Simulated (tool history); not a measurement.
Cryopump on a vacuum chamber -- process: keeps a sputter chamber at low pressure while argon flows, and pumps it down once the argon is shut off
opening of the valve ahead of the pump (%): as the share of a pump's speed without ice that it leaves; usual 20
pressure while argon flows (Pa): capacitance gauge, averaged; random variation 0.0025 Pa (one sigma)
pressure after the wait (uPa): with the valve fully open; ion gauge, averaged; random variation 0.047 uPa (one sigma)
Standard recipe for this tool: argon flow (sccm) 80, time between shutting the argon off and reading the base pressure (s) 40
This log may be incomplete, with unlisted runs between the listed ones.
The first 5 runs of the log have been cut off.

run     day  argon flow (sccm)  time between shutting the argon off and reading the base pressure (s)  opening of the valve ahead of the pump (%)  pressure while argon flows (Pa)  pressure after the wait (uPa)
  6   3.392                 80                                                                     40                                          48                           0.2609                            3.2
  7   4.338                132                                                                     40                                          48                           0.4365                           3.34
  8   4.921                132                                                                     40                                          48                           0.4355                           3.25
  9   5.362                 38                                                                     40                                          20                           0.2896                           3.27
 10   6.167                 38                                                                     40                                          20                           0.2907                           3.26
 11   7.112                 38                                                                     40                                          20                           0.2918                           3.25
 12   7.758                 38                                                                     40                                          20                           0.2961                           3.27
 13   8.638                 38                                                                     40                                          20                           0.2949                            3.3
 14   9.388                 38                                                                     40                                          20                           0.2916                           3.34
 15  10.108                 38                                                                     40                                          20                           0.2958                           3.27
 16  10.617                 80                                                                    181                                          20                           0.6189                            1.4
 17  11.192                 80                                                                     71                                          20                           0.6229                           2.26
 18  11.792                 48                                                                     43                                          21                           0.3534                           3.17
 19  12.733                 80                                                                    284                                          20                           0.6242                            1.2

Run 20 comes next. What will it give?
 20  13.379                 80                                                                     76                                          29                                ?                              ?

{"run 20": {"pressure while argon flows (Pa)": 0.4377, "pressure after the wait (uPa)": 2.23}}
With the hidden condition absent and the run-to-run variation left alone, this run would have shown pressure while argon flows (Pa) 0.4113, pressure after the wait (uPa) 1.63.
